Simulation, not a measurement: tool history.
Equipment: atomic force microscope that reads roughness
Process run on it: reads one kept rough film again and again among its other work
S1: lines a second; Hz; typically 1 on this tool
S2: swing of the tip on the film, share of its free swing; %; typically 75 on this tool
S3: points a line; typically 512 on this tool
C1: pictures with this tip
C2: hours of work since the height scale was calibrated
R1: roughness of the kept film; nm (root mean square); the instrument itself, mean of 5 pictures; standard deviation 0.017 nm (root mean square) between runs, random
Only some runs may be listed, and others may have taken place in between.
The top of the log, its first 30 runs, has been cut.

run   hour    S1  S2   S3   C1   C2     R1
 31  239.6  0.79  72  607   99  192  3.841
 32  247.3  0.79  72  382  109  198  3.814
 33  255.9  2.46  74  266  119  204  3.426
 34  263.7  2.46  74  266  129  210   3.43
 35  269.1  0.57  83  532  136  214  3.737
 36    277  0.61  76  855  146  220  3.754
 37  287.9  3.44  73  898  159  228  3.243
 38    298  3.44  73  898  171  236  3.227
 39  305.8  3.44  57  924  181  242  3.588
 40  313.1     1  62  532  190  247  3.708

For run 41, what comes out?
 41  323.3  0.54  75  1018  203  255   ?

R1: 3.674 nm (root mean square)
On a tool with no hidden condition, and with the same random variation, this run would have come out at R1 4.156 nm (root mean square).

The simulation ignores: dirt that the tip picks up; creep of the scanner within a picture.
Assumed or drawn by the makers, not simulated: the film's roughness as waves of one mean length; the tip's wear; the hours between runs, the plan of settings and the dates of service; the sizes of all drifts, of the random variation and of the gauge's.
